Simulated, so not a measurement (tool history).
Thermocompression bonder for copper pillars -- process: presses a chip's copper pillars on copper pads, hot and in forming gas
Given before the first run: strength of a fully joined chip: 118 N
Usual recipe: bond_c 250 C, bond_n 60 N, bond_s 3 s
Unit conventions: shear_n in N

run,hour,bond_c,bond_n,bond_s,shear_n
1,0,250,60,3,44.8
2,24.1,250,60,3,44
3,55.1,250,60,3,44.4
4,76.4,250,60,3,43.5
5,99.7,250,60,2,37.4
6,120.1,250,60,3,44
7,135,245,60,3,40.1
8,158.5,250,60,3,44.5
9,175.3,250,60,3,43.5
10,205.6,250,60,3,43.3
11,220.1,250,73,3,49.1
12,234.9,278,47,3,53.8
13,252.3,230,60,3,29.2
# hour 268.5: forming gas filter changed
14,268.5,230,60,2,26.9
15,292,266,78,3,68.3
16,308.5,266,78,3,67.1
17,329.2,266,78,3,67.7

Below are 3 alternative next runs, each starting from the tool's condition after run 17. Predict each:
A,357.9,240,65,6,?
B,357.9,266,78,7,?
C,357.9,253,51,2,?

run,shear_n
A,50.8
B,85.4
C,35.4
Without the tool's unlogged condition, the same runs would have read:
run,shear_n
A,55.8
B,91
C,39.3
